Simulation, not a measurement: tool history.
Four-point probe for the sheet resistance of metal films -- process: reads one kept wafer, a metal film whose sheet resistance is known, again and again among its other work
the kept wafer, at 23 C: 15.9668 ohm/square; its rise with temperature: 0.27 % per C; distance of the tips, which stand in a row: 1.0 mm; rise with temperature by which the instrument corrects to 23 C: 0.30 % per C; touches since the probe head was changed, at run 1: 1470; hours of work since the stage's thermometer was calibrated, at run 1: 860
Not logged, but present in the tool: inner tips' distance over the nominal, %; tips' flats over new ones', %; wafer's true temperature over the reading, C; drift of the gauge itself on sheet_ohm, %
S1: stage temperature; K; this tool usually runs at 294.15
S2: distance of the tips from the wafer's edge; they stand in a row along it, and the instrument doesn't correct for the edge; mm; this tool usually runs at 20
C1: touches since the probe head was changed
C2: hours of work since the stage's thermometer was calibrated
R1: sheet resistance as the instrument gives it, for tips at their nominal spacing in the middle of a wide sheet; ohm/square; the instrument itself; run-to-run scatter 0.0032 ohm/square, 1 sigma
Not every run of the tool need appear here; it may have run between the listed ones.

{"run": 1, "hour": 0.0, "S1": 294.15, "S2": 20, "C1": 1470, "C2": 860, "R1": 15.998616}
{"run": 2, "hour": 39.7, "S1": 295.15, "S2": 20, "C1": 2763, "C2": 890, "R1": 15.993033}
{"run": 3, "hour": 78.4, "S1": 295.15, "S2": 20, "C1": 4023, "C2": 919, "R1": 15.993562}
{"run": 4, "hour": 101.4, "S1": 295.15, "S2": 20, "C1": 4771, "C2": 937, "R1": 15.997593}
{"run": 5, "hour": 134.7, "S1": 295.15, "S2": 20, "C1": 5856, "C2": 962, "R1": 15.995541}
{"run": 6, "hour": 182.2, "S1": 297.15, "S2": 20, "C1": 7405, "C2": 998, "R1": 15.982763}
{"run": 7, "hour": 216.0, "S1": 297.15, "S2": 20, "C1": 8505, "C2": 1023, "R1": 15.980203}
{"run": 8, "hour": 262.6, "S1": 294.15, "S2": 6, "C1": 10023, "C2": 1059, "R1": 16.211105}
{"run": 9, "hour": 285.2, "S1": 294.15, "S2": 6, "C1": 10758, "C2": 1076, "R1": 16.212061}
{"run": 10, "hour": 305.0, "S1": 294.15, "S2": 20, "C1": 11403, "C2": 1091, "R1": 16.008115}
{"run": 11, "hour": 349.1, "S1": 294.15, "S2": 20, "C1": 12839, "C2": 1124, "R1": 15.997911}
{"run": 12, "hour": 387.7, "S1": 294.15, "S2": 20, "C1": 14096, "C2": 1153, "R1": 16.004462}
{"run": 13, "hour": 423.6, "S1": 294.15, "S2": 30, "C1": 15267, "C2": 1181, "R1": 15.98928}
{"run": 14, "hour": 451.6, "S1": 294.15, "S2": 30, "C1": 16179, "C2": 1202, "R1": 15.990429}
{"run": 15, "hour": 481.8, "S1": 294.15, "S2": 30, "C1": 17161, "C2": 1225, "R1": 15.979943}
{"run": 16, "hour": 517.2, "S1": 294.15, "S2": 20, "C1": 18315, "C2": 1251, "R1": 15.998155}
{"run": 17, "hour": 540.9, "S1": 301.15, "S2": 20, "C1": 19087, "C2": 1269, "R1": 15.962644}
{"run": 18, "hour": 575.7, "S1": 301.15, "S2": 27, "C1": 20219, "C2": 1296, "R1": 15.945356}
{"run": 19, "hour": 611.6, "S1": 301.15, "S2": 27, "C1": 21388, "C2": 1323, "R1": 15.951132}
{"run": 20, "hour": 646.8, "S1": 301.15, "S2": 27, "C1": 22535, "C2": 1349, "R1": 15.951774}
{"run": 21, "hour": 681.7, "S1": 301.15, "S2": 27, "C1": 23672, "C2": 1376, "R1": 15.9493}
{"run": 22, "hour": 706.4, "S1": 303.15, "S2": 20, "C1": 24478, "C2": 1395, "R1": 15.9538}
{"run": 23, "hour": 747.3, "S1": 303.15, "S2": 20, "C1": 25808, "C2": 1425, "R1": 15.949817}
{"run": 24, "hour": 793.8, "S1": 295.15, "S2": 9, "C1": 27323, "C2": 1461, "R1": 16.07807}
{"run": 25, "hour": 841.9, "S1": 297.15, "S2": 9, "C1": 28890, "C2": 1497, "R1": 16.07294}
{"run": 26, "hour": 890.5, "S1": 294.15, "S2": 6, "C1": 30471, "C2": 1534, "R1": 16.212449}
{"run": 27, "hour": 910.6, "S1": 291.15, "S2": 60, "C1": 31125, "C2": 1549, "R1": 15.991451}
{"run": 28, "hour": 932.5, "S1": 306.15, "S2": 20, "C1": 31838, "C2": 1566, "R1": 15.934349}
{"run": 29, "hour": 975.8, "S1": 294.15, "S2": 9, "C1": 33249, "C2": 1598, "R1": 16.082064}
{"run": 30, "hour": 1007.0, "S1": 304.15, "S2": 39, "C1": 34267, "C2": 1622, "R1": 15.932684}
{"run": 31, "hour": 1044.6, "S1": 305.15, "S2": 3, "C1": 35492, "C2": 1650, "R1": 16.81488}
{"run": 32, "hour": 1072.3, "S1": 291.15, "S2": 52, "C1": 36392, "C2": 1671, "R1": 15.997133}
{"run": 33, "hour": 1120.8, "S1": 299.15, "S2": 34, "C1": 37973, "C2": 1708, "R1": 15.957609}
{"run": 34, "hour": 1167.4, "S1": 292.15, "S2": 45, "C1": 39492, "C2": 1743, "R1": 15.994305}
{"run": 35, "hour": 1206.3, "S1": 291.15, "S2": 5, "C1": 40759, "C2": 1773, "R1": 16.333743}
{"run": 36, "hour": 1246.6, "S1": 307.15, "S2": 31, "C1": 42071, "C2": 1803, "R1": 15.9253}
{"run": 37, "hour": 1294.3, "S1": 306.15, "S2": 32, "C1": 43624, "C2": 1839, "R1": 15.924945}
{"run": 38, "hour": 1330.1, "S1": 306.15, "S2": 32, "C1": 44788, "C2": 1866, "R1": 15.923693}
{"run": 39, "hour": 1376.2, "S1": 297.15, "S2": 6, "C1": 46291, "C2": 1901, "R1": 16.202791}
{"run": 40, "hour": 1397.7, "S1": 297.15, "S2": 6, "C1": 46992, "C2": 1918, "R1": 16.191938}
{"run": 41, "hour": 1419.3, "S1": 304.15, "S2": 7, "C1": 47693, "C2": 1934, "R1": 16.102796}
{"run": 42, "hour": 1453.0, "S1": 299.15, "S2": 14, "C1": 48792, "C2": 1959, "R1": 15.999118}
{"run": 43, "hour": 1488.9, "S1": 292.15, "S2": 3, "C1": 49962, "C2": 1987, "R1": 16.887749}
{"run": 44, "hour": 1529.4, "S1": 297.15, "S2": 5, "C1": 51282, "C2": 2017, "R1": 16.302421}
{"run": 45, "hour": 1577.2, "S1": 304.15, "S2": 15, "C1": 52836, "C2": 2053, "R1": 15.968835}

Consider 4 possible next runs. They are alternatives, not a sequence: every one starts from the tool as it was left by run 45. What does each give?
{"run": "A", "hour": 1622.8, "S1": 308.15, "S2": 17, "C1": 54321, "C2": 2088, "R1": "?"}
{"run": "B", "hour": 1622.8, "S1": 293.15, "S2": 26, "C1": 54321, "C2": 2088, "R1": "?"}
{"run": "C", "hour": 1622.8, "S1": 302.15, "S2": 19, "C1": 54321, "C2": 2088, "R1": "?"}
{"run": "D", "hour": 1622.8, "S1": 306.15, "S2": 10, "C1": 54321, "C2": 2088, "R1": "?"}

run=A R1=15.945819
run=B R1=15.99344
run=C R1=15.956434
run=D R1=15.997554
With no hidden state in the tool, these same runs would have given:
run=A R1=15.945028
run=B R1=15.992644
run=C R1=15.955642
run=D R1=15.99676

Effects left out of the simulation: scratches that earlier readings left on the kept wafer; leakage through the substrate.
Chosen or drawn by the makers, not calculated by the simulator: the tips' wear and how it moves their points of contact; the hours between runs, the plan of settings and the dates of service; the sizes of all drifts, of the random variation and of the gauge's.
